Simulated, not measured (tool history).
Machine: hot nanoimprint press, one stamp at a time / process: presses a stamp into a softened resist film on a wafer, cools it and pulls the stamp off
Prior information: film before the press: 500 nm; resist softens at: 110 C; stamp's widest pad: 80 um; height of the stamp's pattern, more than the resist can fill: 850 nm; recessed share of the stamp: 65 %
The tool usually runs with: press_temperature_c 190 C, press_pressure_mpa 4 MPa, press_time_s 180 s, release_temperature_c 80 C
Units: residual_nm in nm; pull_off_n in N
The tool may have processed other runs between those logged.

run	hour	press_temperature_c	press_pressure_mpa	press_time_s	release_temperature_c	residual_nm	pull_off_n
1	0	190	4	180	80	282	115
2	20.6	190	4	180	69	283.1	139
3	56.2	190	4	180	69	286	145
# hour 86.2: stamp cleaned and given a new release coat
4	96.2	190	4	180	69	283.5	115
5	123.3	190	3.31	180	69	307.2	112
6	163.6	190	3.31	180	69	311.1	112
7	190.6	190	4	180	80	288.4	103
8	218.2	190	4	180	80	292.2	104
9	236.5	190	4	180	80	290	103
# hour 264.5: plate thermocouple calibrated
10	271.9	190	4	180	80	295.8	110
11	308.5	190	4	180	80	301.3	116
# hour 332.8: press's hydraulic seals changed and the load cell set to zero
12	342.2	190	4	180	72	290	124
13	380.8	195	4	180	80	236	117
14	401.7	190	4	180	80	293	117
# hour 411: plate thermocouple calibrated, once more
15	441	190	4	300	80	228.3	116
16	473	186	3.09	213	70	335.3	138
17	495.6	189	3.72	180	72	294.2	137
18	519.2	189	3.72	180	72	294.3	139
19	537.1	192	4	180	85	251	116
# hour 565.5: stamp cleaned and given a new release coat
20	577	192	4	180	85	254.5	87
21	603.2	192	4	180	85	257.7	92
22	630.9	188	4	180	69	302	115
23	668.2	190	3.96	216	80	265	98
24	701.6	185	4.19	294	74	290.2	112
25	737.1	183	5.65	160	83	333.3	99
26	754.1	183	5.65	160	83	338.3	104
27	788.1	201	4	278	80	151.3	108
28	825.8	190	4.75	210	87	250.5	97

5 options for the next run, each taken on its own from the tool as it stands now. Forecast them:
# hour 834.6: plate thermocouple calibrated
A	861.9	190	5.93	210	87	?	?
# hour 834.6: plate thermocouple calibrated
B	861.9	190	3.4	180	84	?	?
# hour 834.6: plate thermocouple calibrated
C	861.9	190	2.49	210	81	?	?
# hour 834.6: plate thermocouple calibrated
D	861.9	190	5.51	210	87	?	?
# hour 834.6: plate thermocouple calibrated
E	861.9	190	4.87	180	80	?	?

run	residual_nm	pull_off_n
A	219.8	98
B	298.1	107
C	318.8	110
D	226.2	96
E	253.4	117
Without the tool's unlogged condition, the same runs would have read:
run	residual_nm	pull_off_n
A	214.9	81
B	294.6	88
C	316.1	91
D	221.5	78
E	249	97

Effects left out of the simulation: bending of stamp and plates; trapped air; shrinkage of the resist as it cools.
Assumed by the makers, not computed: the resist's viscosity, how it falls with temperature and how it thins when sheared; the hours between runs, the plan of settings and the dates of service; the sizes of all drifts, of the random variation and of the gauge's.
